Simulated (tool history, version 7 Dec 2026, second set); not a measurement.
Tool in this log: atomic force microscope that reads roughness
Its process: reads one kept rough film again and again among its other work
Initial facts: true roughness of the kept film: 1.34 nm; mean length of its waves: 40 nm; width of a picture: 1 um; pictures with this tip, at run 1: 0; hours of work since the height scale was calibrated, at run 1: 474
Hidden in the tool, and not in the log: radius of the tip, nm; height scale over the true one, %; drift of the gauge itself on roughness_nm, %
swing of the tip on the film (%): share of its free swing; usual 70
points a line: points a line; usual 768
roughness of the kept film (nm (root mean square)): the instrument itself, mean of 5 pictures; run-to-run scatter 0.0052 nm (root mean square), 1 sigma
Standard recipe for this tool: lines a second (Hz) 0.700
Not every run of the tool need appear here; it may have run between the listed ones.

| run | hour | lines a second (Hz) | swing of the tip on the film (%) | points a line | pictures with this tip | hours of work since the height scale was calibrated | roughness of the kept film (nm (root mean square)) |
|---|---|---|---|---|---|---|---|
| 1 | 0.0 | 0.700 | 70 | 768 | 0 | 474 | 1.252 |
| 2 | 48.1 | 0.700 | 70 | 768 | 49 | 497 | 1.244 |
| 3 | 97.0 | 0.700 | 74 | 768 | 100 | 520 | 1.205 |
| 4 | 151.9 | 0.700 | 70 | 768 | 156 | 545 | 1.214 |
| 5 | 217.6 | 0.700 | 70 | 768 | 224 | 576 | 1.211 |
|  | 265.7 | new tip fitted |
| 6 | 285.3 | 3.144 | 70 | 768 | 20 | 607 | 1.095 |
| 7 | 349.1 | 2.085 | 77 | 655 | 86 | 637 | 1.087 |
| 8 | 382.3 | 2.472 | 73 | 927 | 120 | 652 | 1.091 |
| 9 | 448.8 | 2.578 | 70 | 377 | 189 | 683 | 1.094 |
| 10 | 521.0 | 0.906 | 60 | 979 | 263 | 717 | 1.223 |
|  | 533.0 | new tip fitted |
| 11 | 589.4 | 1.485 | 70 | 768 | 58 | 748 | 1.180 |
| 12 | 620.6 | 2.893 | 86 | 441 | 90 | 763 | 0.931 |

What if the next run were any one of these 3? Each begins from the tool's condition after run 12:
| A | 662.6 | 0.700 | 70 | 299 | 133 | 782 | ? |
| B | 662.6 | 0.700 | 57 | 768 | 133 | 782 | ? |
| C | 662.6 | 1.210 | 71 | 775 | 133 | 782 | ? |

| run | roughness of the kept film (nm (root mean square)) |
|---|---|
| A | 1.195 |
| B | 1.257 |
| C | 1.181 |
Without the tool's unlogged condition, the same runs would have read:
| run | roughness of the kept film (nm (root mean square)) |
|---|---|
| A | 1.232 |
| B | 1.294 |
| C | 1.217 |
